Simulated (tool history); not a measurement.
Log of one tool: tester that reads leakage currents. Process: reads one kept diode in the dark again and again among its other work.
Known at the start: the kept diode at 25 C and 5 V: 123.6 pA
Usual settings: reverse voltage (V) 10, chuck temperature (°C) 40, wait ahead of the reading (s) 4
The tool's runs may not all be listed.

run,hour,reverse voltage (V),chuck temperature (°C),wait ahead of the reading (s),current that the tester gives (pA)
1,0,10,40,4,515.33
2,44.4,10,40,4,513.5
# hour 53.9: chuck's temperature calibrated
3,85,10,40,4,510.23
4,142.7,10,40,4,512.63
5,196.1,10,40,4,508.92
6,253.1,10,40,4,510.78
7,299.6,10,40,4,509.85
8,334.8,10,40,4,512.98
9,378.4,10,40,4,509.87
10,436.4,10,40,4,511.24
11,463,10,40,1.57,513.93
12,511.1,10,40,1.57,514.07
13,536,10.1,40,4,513.19
14,579.9,1.8,40,4,298.64
15,623.2,1.8,31,3.01,147.05
16,656.3,1.8,31,3.01,147.41
17,698.6,6.8,40,4.66,451.71
18,737.7,2,40,4,307.71
19,781.3,11.7,40,2.21,538.57
20,826.7,4.2,40,1.47,391.79
21,852.7,10,33,4,295.43
22,885.5,5.8,23,4,109.94
23,921.5,2.4,54,1.18,909.64

Forecast each of these 5 alternatives for the next run:
A,972,10,21,4,?
B,972,6.8,32,4,?
C,972,12.5,22,4.61,?
D,972,13.1,29,2.14,?
E,972,17.7,41,7.42,?

run,current that the tester gives (pA)
A,110.39
B,243.76
C,129.61
D,235.08
E,658.95
Without the tool's hidden state the same runs would have given:
run,current that the tester gives (pA)
A,110.36
B,243.71
C,129.56
D,235.02
E,658.82
